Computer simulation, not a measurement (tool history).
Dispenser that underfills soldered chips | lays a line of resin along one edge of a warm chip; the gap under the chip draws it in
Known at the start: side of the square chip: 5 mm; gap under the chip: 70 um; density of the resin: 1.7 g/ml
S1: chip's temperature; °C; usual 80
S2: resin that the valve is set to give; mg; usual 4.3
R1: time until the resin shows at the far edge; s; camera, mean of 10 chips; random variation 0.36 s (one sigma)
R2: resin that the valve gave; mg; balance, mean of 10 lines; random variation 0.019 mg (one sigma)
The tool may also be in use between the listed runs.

run 1 hour=0 | S1=80 S2=4.3 | R1=28.1 R2=4.09
-- hour=5.3 new syringe of resin
run 2 hour=8.6 | S1=80 S2=4.3 | R1=24 R2=4.09
-- hour=16.9 new syringe of resin
run 3 hour=19.1 | S1=80 S2=4.3 | R1=24.2 R2=4.06
-- hour=28.1 new syringe of resin
run 4 hour=28.9 | S1=80 S2=4.3 | R1=21.5 R2=4.02
run 5 hour=34.5 | S1=80 S2=4.3 | R1=27.8 R2=4.03
-- hour=39.2 new syringe of resin
run 6 hour=42.2 | S1=80 S2=4.3 | R1=23 R2=4.03
run 7 hour=47.8 | S1=80 S2=3.93 | R1=30.9 R2=3.66
-- hour=50.8 new syringe of resin
-- hour=58.3 dispensing valve cleaned and set on the balance
run 8 hour=59.1 | S1=80 S2=3.93 | R1=29.1 R2=3.95
-- hour=62.9 new syringe of resin
run 9 hour=70.9 | S1=74 S2=4.3 | R1=37.7 R2=4.26
-- hour=74.1 new syringe of resin
run 10 hour=79.5 | S1=79 S2=4.12 | R1=27 R2=4.09
-- hour=85.5 new syringe of resin
run 11 hour=85.5 | S1=79 S2=4.22 | R1=21.9 R2=4.15
run 12 hour=95 | S1=69 S2=4.92 | R1=50.4 R2=4.83
-- hour=97.1 new syringe of resin
run 13 hour=106.4 | S1=69 S2=4.92 | R1=49 R2=4.8
-- hour=108.5 new syringe of resin
run 14 hour=114 | S1=69 S2=4.92 | R1=42.8 R2=4.78
-- hour=119.9 new syringe of resin
run 15 hour=121.9 | S1=69 S2=4.92 | R1=35.7 R2=4.8
-- hour=131.4 new syringe of resin
run 16 hour=134.2 | S1=94 S2=3.78 | R1=13.8 R2=3.68
run 17 hour=140 | S1=93 S2=4.56 | R1=18.1 R2=4.36

Forecast each of these 5 alternatives for the next run:
-- hour=142.5 new syringe of resin
run A hour=148.3 | S1=90 S2=4.71 | R1=? R2=?
-- hour=142.5 new syringe of resin
run B hour=148.3 | S1=71 S2=4.99 | R1=? R2=?
-- hour=142.5 new syringe of resin
run C hour=148.3 | S1=74 S2=4.17 | R1=? R2=?
-- hour=142.5 new syringe of resin
run D hour=148.3 | S1=67 S2=3.73 | R1=? R2=?
-- hour=142.5 new syringe of resin
run E hour=148.3 | S1=77 S2=3.83 | R1=? R2=?

run=A R1=17.2 R2=4.51
run=B R1=39.1 R2=4.76
run=C R1=34.4 R2=4.02
run=D R1=50.2 R2=3.6
run=E R1=30.9 R2=3.68
Without the tool's hidden state the same runs would have given:
run=A R1=12.6 R2=4.7
run=B R1=28.8 R2=4.96
run=C R1=25 R2=4.19
run=D R1=36.3 R2=3.75
run=E R1=22.4 R2=3.84
